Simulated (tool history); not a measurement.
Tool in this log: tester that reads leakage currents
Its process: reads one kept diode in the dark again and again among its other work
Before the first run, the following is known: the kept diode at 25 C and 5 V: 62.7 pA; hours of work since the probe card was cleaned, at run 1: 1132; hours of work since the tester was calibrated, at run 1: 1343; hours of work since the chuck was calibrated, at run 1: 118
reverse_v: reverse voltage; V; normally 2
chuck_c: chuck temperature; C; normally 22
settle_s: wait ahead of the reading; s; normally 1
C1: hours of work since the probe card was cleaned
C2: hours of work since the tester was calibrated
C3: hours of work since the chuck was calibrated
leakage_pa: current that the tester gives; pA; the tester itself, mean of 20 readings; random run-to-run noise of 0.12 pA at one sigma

{"run": 1, "hour": 0.0, "reverse_v": 2, "chuck_c": 22, "settle_s": 1, "C1": 1132, "C2": 1343, "C3": 118, "leakage_pa": 36.62}
{"run": 2, "hour": 39.8, "reverse_v": 1.02, "chuck_c": 22, "settle_s": 1, "C1": 1156, "C2": 1367, "C3": 142, "leakage_pa": 28.6}
{"run": 3, "hour": 102.7, "reverse_v": 1.02, "chuck_c": 21, "settle_s": 1, "C1": 1194, "C2": 1404, "C3": 180, "leakage_pa": 26.29}
{"run": 4, "hour": 164.5, "reverse_v": 2, "chuck_c": 22, "settle_s": 1, "C1": 1231, "C2": 1441, "C3": 216, "leakage_pa": 36.47}
{"run": 5, "hour": 239.7, "reverse_v": 2, "chuck_c": 22, "settle_s": 1, "C1": 1275, "C2": 1486, "C3": 261, "leakage_pa": 36.45}
{"run": 6, "hour": 284.6, "reverse_v": 2, "chuck_c": 22, "settle_s": 1, "C1": 1302, "C2": 1513, "C3": 288, "leakage_pa": 36.49}
{"run": 7, "hour": 326.0, "reverse_v": 4.37, "chuck_c": 22, "settle_s": 1, "C1": 1327, "C2": 1537, "C3": 313, "leakage_pa": 48.49}
{"hour": 360.5, "done": "probe card cleaned and baked"}
{"run": 8, "hour": 401.1, "reverse_v": 2, "chuck_c": 22, "settle_s": 2.43, "C1": 24, "C2": 1580, "C3": 356, "leakage_pa": 35.97}
{"run": 9, "hour": 456.2, "reverse_v": 2, "chuck_c": 22, "settle_s": 1, "C1": 57, "C2": 1613, "C3": 389, "leakage_pa": 36.26}
{"run": 10, "hour": 499.9, "reverse_v": 2, "chuck_c": 22, "settle_s": 1, "C1": 83, "C2": 1639, "C3": 415, "leakage_pa": 36.29}
{"run": 11, "hour": 545.8, "reverse_v": 2, "chuck_c": 22, "settle_s": 1, "C1": 111, "C2": 1667, "C3": 442, "leakage_pa": 36.2}
{"run": 12, "hour": 589.6, "reverse_v": 2, "chuck_c": 22, "settle_s": 1, "C1": 137, "C2": 1693, "C3": 468, "leakage_pa": 36.13}
{"run": 13, "hour": 668.1, "reverse_v": 2, "chuck_c": 22, "settle_s": 0.34, "C1": 183, "C2": 1740, "C3": 515, "leakage_pa": 37.67}
{"run": 14, "hour": 734.6, "reverse_v": 2, "chuck_c": 22, "settle_s": 0.34, "C1": 223, "C2": 1779, "C3": 555, "leakage_pa": 37.73}
{"run": 15, "hour": 792.8, "reverse_v": 2, "chuck_c": 22, "settle_s": 0.34, "C1": 258, "C2": 1814, "C3": 589, "leakage_pa": 37.8}
{"run": 16, "hour": 848.1, "reverse_v": 2, "chuck_c": 22, "settle_s": 1.42, "C1": 291, "C2": 1847, "C3": 622, "leakage_pa": 36.15}
{"run": 17, "hour": 903.0, "reverse_v": 2, "chuck_c": 22, "settle_s": 1.42, "C1": 324, "C2": 1880, "C3": 655, "leakage_pa": 36.09}
{"run": 18, "hour": 952.4, "reverse_v": 2, "chuck_c": 22, "settle_s": 1.42, "C1": 353, "C2": 1909, "C3": 685, "leakage_pa": 36.42}
{"run": 19, "hour": 1021.5, "reverse_v": 2, "chuck_c": 22, "settle_s": 1, "C1": 394, "C2": 1950, "C3": 726, "leakage_pa": 36.28}
{"run": 20, "hour": 1081.5, "reverse_v": 2, "chuck_c": 22, "settle_s": 0.54, "C1": 430, "C2": 1986, "C3": 761, "leakage_pa": 36.83}
{"run": 21, "hour": 1145.9, "reverse_v": 2, "chuck_c": 56, "settle_s": 1, "C1": 468, "C2": 2025, "C3": 800, "leakage_pa": 459.61}
{"run": 22, "hour": 1206.8, "reverse_v": 17.55, "chuck_c": 22, "settle_s": 0.44, "C1": 505, "C2": 2061, "C3": 836, "leakage_pa": 88.78}
{"run": 23, "hour": 1248.8, "reverse_v": 13.02, "chuck_c": 20, "settle_s": 1, "C1": 530, "C2": 2086, "C3": 861, "leakage_pa": 61.54}
{"run": 24, "hour": 1321.0, "reverse_v": 7.79, "chuck_c": 50, "settle_s": 1, "C1": 573, "C2": 2129, "C3": 904, "leakage_pa": 489.07}
{"run": 25, "hour": 1405.4, "reverse_v": 2.18, "chuck_c": 50, "settle_s": 7.7, "C1": 623, "C2": 2179, "C3": 955, "leakage_pa": 315.3}
{"run": 26, "hour": 1479.9, "reverse_v": 2.18, "chuck_c": 38, "settle_s": 0.7, "C1": 668, "C2": 2224, "C3": 999, "leakage_pa": 132.32}
{"run": 27, "hour": 1523.6, "reverse_v": 2, "chuck_c": 45, "settle_s": 1, "C1": 694, "C2": 2250, "C3": 1025, "leakage_pa": 213.48}
{"run": 28, "hour": 1557.8, "reverse_v": 2, "chuck_c": 45, "settle_s": 1, "C1": 714, "C2": 2270, "C3": 1046, "leakage_pa": 214.01}
{"run": 29, "hour": 1638.3, "reverse_v": 2, "chuck_c": 22, "settle_s": 7.39, "C1": 762, "C2": 2318, "C3": 1094, "leakage_pa": 35.68}
{"run": 30, "hour": 1713.1, "reverse_v": 2, "chuck_c": 22, "settle_s": 7.39, "C1": 807, "C2": 2363, "C3": 1138, "leakage_pa": 35.88}
{"run": 31, "hour": 1772.0, "reverse_v": 2, "chuck_c": 22, "settle_s": 0.51, "C1": 842, "C2": 2398, "C3": 1173, "leakage_pa": 36.81}
{"run": 32, "hour": 1845.8, "reverse_v": 18.68, "chuck_c": 22, "settle_s": 2.43, "C1": 886, "C2": 2442, "C3": 1217, "leakage_pa": 80.22}
{"run": 33, "hour": 1929.2, "reverse_v": 1.73, "chuck_c": 20, "settle_s": 2.43, "C1": 936, "C2": 2492, "C3": 1267, "leakage_pa": 28.9}
{"hour": 1946.3, "done": "tester calibrated"}
{"run": 34, "hour": 1973.4, "reverse_v": 11.89, "chuck_c": 22, "settle_s": 1, "C1": 961, "C2": 16, "C3": 1292, "leakage_pa": 70.51}
{"run": 35, "hour": 2021.2, "reverse_v": 6.54, "chuck_c": 37, "settle_s": 1, "C1": 989, "C2": 45, "C3": 1321, "leakage_pa": 179.79}
{"run": 36, "hour": 2098.1, "reverse_v": 6.54, "chuck_c": 37, "settle_s": 1, "C1": 1035, "C2": 91, "C3": 1367, "leakage_pa": 180.4}
{"run": 37, "hour": 2168.4, "reverse_v": 6.54, "chuck_c": 37, "settle_s": 2.35, "C1": 1077, "C2": 132, "C3": 1409, "leakage_pa": 178.52}
{"run": 38, "hour": 2250.0, "reverse_v": 1.29, "chuck_c": 54, "settle_s": 2.56, "C1": 1126, "C2": 181, "C3": 1457, "leakage_pa": 343.54}
{"run": 39, "hour": 2313.5, "reverse_v": 7.9, "chuck_c": 28, "settle_s": 0.51, "C1": 1163, "C2": 219, "C3": 1495, "leakage_pa": 98.84}
{"run": 40, "hour": 2366.0, "reverse_v": 7, "chuck_c": 22, "settle_s": 1, "C1": 1195, "C2": 250, "C3": 1526, "leakage_pa": 57.48}

Forecast each of these 4 alternatives for the next run:
{"run": "A", "hour": 2419.8, "reverse_v": 1.23, "chuck_c": 22, "settle_s": 0.67, "C1": 1227, "C2": 282, "C3": 1558, "leakage_pa": "?"}
{"run": "B", "hour": 2419.8, "reverse_v": 12.51, "chuck_c": 45, "settle_s": 3.87, "C1": 1227, "C2": 282, "C3": 1558, "leakage_pa": "?"}
{"run": "C", "hour": 2419.8, "reverse_v": 6.85, "chuck_c": 46, "settle_s": 0.89, "C1": 1227, "C2": 282, "C3": 1558, "leakage_pa": "?"}
{"run": "D", "hour": 2419.8, "reverse_v": 7.78, "chuck_c": 22, "settle_s": 8.82, "C1": 1227, "C2": 282, "C3": 1558, "leakage_pa": "?"}

run=A leakage_pa=30.88
run=B leakage_pa=402.91
run=C leakage_pa=352.16
run=D leakage_pa=57.58
With no hidden state in the tool, these same runs would have given:
run=A leakage_pa=30.83
run=B leakage_pa=402.39
run=C leakage_pa=351.73
run=D leakage_pa=57.46
